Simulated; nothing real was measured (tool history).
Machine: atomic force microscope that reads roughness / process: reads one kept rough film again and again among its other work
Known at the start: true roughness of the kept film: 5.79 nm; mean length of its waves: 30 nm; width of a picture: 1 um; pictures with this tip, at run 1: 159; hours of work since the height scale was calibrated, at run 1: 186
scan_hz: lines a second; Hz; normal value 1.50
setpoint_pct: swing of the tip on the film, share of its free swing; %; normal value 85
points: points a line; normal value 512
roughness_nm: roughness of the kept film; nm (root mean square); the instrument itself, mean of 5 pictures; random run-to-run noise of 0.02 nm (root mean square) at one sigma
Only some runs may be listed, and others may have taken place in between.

| run | hour | scan_hz | setpoint_pct | points | pictures with this tip | hours of work since the height scale was calibrated | roughness_nm |
|---|---|---|---|---|---|---|---|
| 1 | 0.0 | 1.50 | 85 | 512 | 159 | 186 | 4.795 |
| 2 | 20.2 | 1.50 | 85 | 512 | 178 | 198 | 4.809 |
| 3 | 39.6 | 1.50 | 85 | 719 | 196 | 210 | 4.853 |
| 4 | 53.5 | 1.50 | 85 | 512 | 209 | 218 | 4.829 |
| 5 | 75.2 | 1.50 | 85 | 512 | 229 | 231 | 4.770 |
| 6 | 89.2 | 1.50 | 84 | 512 | 243 | 239 | 4.832 |
| 7 | 103.4 | 1.50 | 85 | 512 | 256 | 247 | 4.801 |
| 8 | 118.8 | 1.50 | 85 | 512 | 270 | 256 | 4.774 |
| 9 | 140.3 | 1.50 | 85 | 512 | 291 | 269 | 4.835 |
| 10 | 162.0 | 1.50 | 85 | 512 | 311 | 282 | 4.813 |
| 11 | 179.6 | 1.14 | 70 | 899 | 328 | 292 | 4.958 |
| 12 | 200.8 | 2.83 | 83 | 335 | 348 | 305 | 4.584 |
| 13 | 223.2 | 3.00 | 64 | 497 | 369 | 318 | 4.866 |
| 14 | 235.0 | 3.00 | 64 | 497 | 380 | 325 | 4.894 |
| 15 | 250.2 | 3.00 | 64 | 497 | 394 | 334 | 4.918 |
|  | 255.5 | new tip fitted |
| 16 | 261.9 | 3.00 | 64 | 497 | 7 | 341 | 4.912 |
| 17 | 285.4 | 3.00 | 64 | 497 | 29 | 355 | 4.977 |

Each row is a separate what-if for the run after 17, all from the same tool condition, not one after another. Results?
| A | 296.0 | 0.85 | 79 | 469 | 39 | 361 | ? |
| B | 296.0 | 1.50 | 85 | 604 | 39 | 361 | ? |
| C | 296.0 | 3.00 | 64 | 773 | 39 | 361 | ? |

| run | roughness_nm |
|---|---|
| A | 4.966 |
| B | 4.812 |
| C | 4.928 |
Had the tool no hidden state, the same runs would have come out as:
| run | roughness_nm |
|---|---|
| A | 4.968 |
| B | 4.814 |
| C | 4.930 |
